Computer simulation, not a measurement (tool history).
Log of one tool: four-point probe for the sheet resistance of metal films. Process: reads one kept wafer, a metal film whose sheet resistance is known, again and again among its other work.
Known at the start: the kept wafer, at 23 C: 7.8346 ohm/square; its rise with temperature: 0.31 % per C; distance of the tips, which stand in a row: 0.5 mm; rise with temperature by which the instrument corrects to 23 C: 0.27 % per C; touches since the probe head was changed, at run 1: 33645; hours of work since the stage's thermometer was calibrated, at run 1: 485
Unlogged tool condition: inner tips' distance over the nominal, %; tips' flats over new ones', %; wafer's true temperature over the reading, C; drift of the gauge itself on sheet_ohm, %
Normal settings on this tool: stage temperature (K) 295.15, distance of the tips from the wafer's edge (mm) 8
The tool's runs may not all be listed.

run,day,stage temperature (K),distance of the tips from the wafer's edge (mm),touches since the probe head was changed,hours of work since the stage's thermometer was calibrated,sheet resistance as the instrument gives it (ohm/square)
1,0,295.15,8,33645,485,7.797989
2,0.908,295.15,8,34079,494,7.798042
3,2.717,295.15,8,34946,512,7.800718
4,3.567,295.15,8,35355,521,7.79778
5,5.075,295.15,8,36076,536,7.797902
6,6.004,295.15,8,36522,545,7.79491
7,7.092,295.15,8,37043,556,7.797744
8,8.579,292.15,8,37756,571,7.784416
9,9.796,295.15,8,38340,583,7.796523
10,11.738,295.15,8,39269,603,7.793087
11,13.038,304.15,8,39892,615,7.820313
12,14.671,304.15,8,40677,632,7.818928
13,16.35,304.15,8,41480,649,7.818184
14,18.179,304.15,8,42357,667,7.819236
15,19.096,295.15,56,42796,676,7.775061
16,20.271,295.15,56,43360,688,7.775258
17,22.175,295.15,56,44271,707,7.777626
18,23.688,295.15,56,44996,722,7.776209
19,24.567,303.15,56,45418,731,7.796585
20,25.625,303.15,56,45926,741,7.796631
21,27.038,303.15,56,46601,755,7.800741
22,28.404,303.15,56,47257,769,7.797731
23,30.367,303.15,56,48198,789,7.796512
24,32.229,307.15,32,49090,807,7.808893
25,33.412,295.15,41,49657,819,7.772755
26,34.912,295.15,42,50375,834,7.775441
27,36.471,305.15,10,51122,850,7.810289
28,37.421,305.15,10,51577,859,7.808575

Forecast run 29:
29,38.288,305.15,10,51994,868,?

sheet resistance as the instrument gives it (ohm/square): 7.808665
Without the tool's hidden state the same run would have given sheet resistance as the instrument gives it (ohm/square) 7.870163.
